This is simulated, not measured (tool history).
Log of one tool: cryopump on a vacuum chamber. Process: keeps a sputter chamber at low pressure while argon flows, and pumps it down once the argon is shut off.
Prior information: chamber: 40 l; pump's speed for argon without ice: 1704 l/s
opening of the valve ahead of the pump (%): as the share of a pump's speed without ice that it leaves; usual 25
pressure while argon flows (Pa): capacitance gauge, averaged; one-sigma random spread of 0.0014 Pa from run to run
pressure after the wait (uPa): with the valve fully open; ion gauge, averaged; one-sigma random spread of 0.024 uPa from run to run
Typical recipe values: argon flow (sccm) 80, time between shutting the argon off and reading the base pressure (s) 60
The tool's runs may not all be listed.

run     day  argon flow (sccm)  time between shutting the argon off and reading the base pressure (s)  opening of the valve ahead of the pump (%)  pressure while argon flows (Pa)  pressure after the wait (uPa)
  1       0                 80                                                                     60                                          25                           0.3186                            1.1
  2   0.538                 80                                                                     60                                          25                           0.3181                           1.08
  3   1.025                 80                                                                     60                                          25                            0.324                           1.09
  4   1.529                 80                                                                    258                                          25                           0.3183                           0.46
  5   2.075                 80                                                                    258                                          25                           0.3192                           0.45
  6   2.842                 80                                                                     21                                          25                           0.3186                           2.49
  7   3.742                 80                                                                     60                                          25                           0.3167                           1.03
  8   4.375                 80                                                                     60                                          25                           0.3202                           1.09
  9   4.979                 80                                                                     60                                          25                            0.319                           1.11
 10   5.475                 80                                                                     60                                          25                           0.3207                           1.07
 11   5.942                 80                                                                     60                                          25                           0.3216                           1.09
 12   6.458                 80                                                                     60                                          25                           0.3218                           1.11
 13   6.992                 80                                                                     60                                          25                           0.3218                           1.07
 14   7.383                 61                                                                     60                                          25                           0.2446                           1.08
 15   7.908                 80                                                                     60                                          25                           0.3214                           1.09
 16   8.554                 80                                                                     60                                          25                           0.3187                           1.08
 17   9.296                 80                                                                     60                                          25                           0.3249                           1.09
 18   9.942                 80                                                                     60                                          25                           0.3237                           1.14
 19  10.446                 80                                                                     60                                          25                           0.3209                           1.11
 20  11.192                 62                                                                     60                                          20                           0.3117                           1.09
 21  11.842                 74                                                                     52                                          25                           0.2985                           1.21
 22  12.329                137                                                                     63                                          44                           0.3174                            1.1
 23  13.212                137                                                                     63                                          44                           0.3196                           1.08
 24  13.788                137                                                                     63                                          44                           0.3168                           1.07
 25  14.408                148                                                                     95                                          35                           0.4307                           0.84
 26  15.025                 80                                                                     60                                          55                           0.1503                           1.17
 27  15.667                153                                                                     80                                          19                           0.8053                           0.92
 28  16.392                115                                                                     78                                          36                           0.3277                           0.94
 29  17.062                 52                                                                    135                                          39                           0.1374                           0.71
 30  17.617                 52                                                                    135                                          39                           0.1368                           0.73
 31  18.021                 52                                                                    135                                          58                           0.0936                           0.72
 32  18.908                106                                                                     99                                          34                           0.3179                           0.84
 33   19.65                106                                                                     99                                          34                           0.3175                           0.85
 34  20.017                 39                                                                    181                                          27                           0.1479                           0.68
 35  20.767                 80                                                                     73                                          17                           0.4776                           1.04

3 ways to go on from here, each from the tool as it stands after run 35. What would each give?
  A  21.45                 49                                                                     99                                          31                                ?                              ?
  B  21.45                153                                                                     73                                          17                                ?                              ?
  C  21.45                 80                                                                     61                                          25                                ?                              ?

run  pressure while argon flows (Pa)  pressure after the wait (uPa)
  A                           0.1607                           0.84
  B                           0.9024                              1
  C                           0.3244                            1.2
The same runs, with their run-to-run variation unchanged, on a tool lacking any hidden condition would have given:
run  pressure while argon flows (Pa)  pressure after the wait (uPa)
  A                           0.1554                           0.62
  B                           0.8859                           0.78
  C                           0.3158                           0.96

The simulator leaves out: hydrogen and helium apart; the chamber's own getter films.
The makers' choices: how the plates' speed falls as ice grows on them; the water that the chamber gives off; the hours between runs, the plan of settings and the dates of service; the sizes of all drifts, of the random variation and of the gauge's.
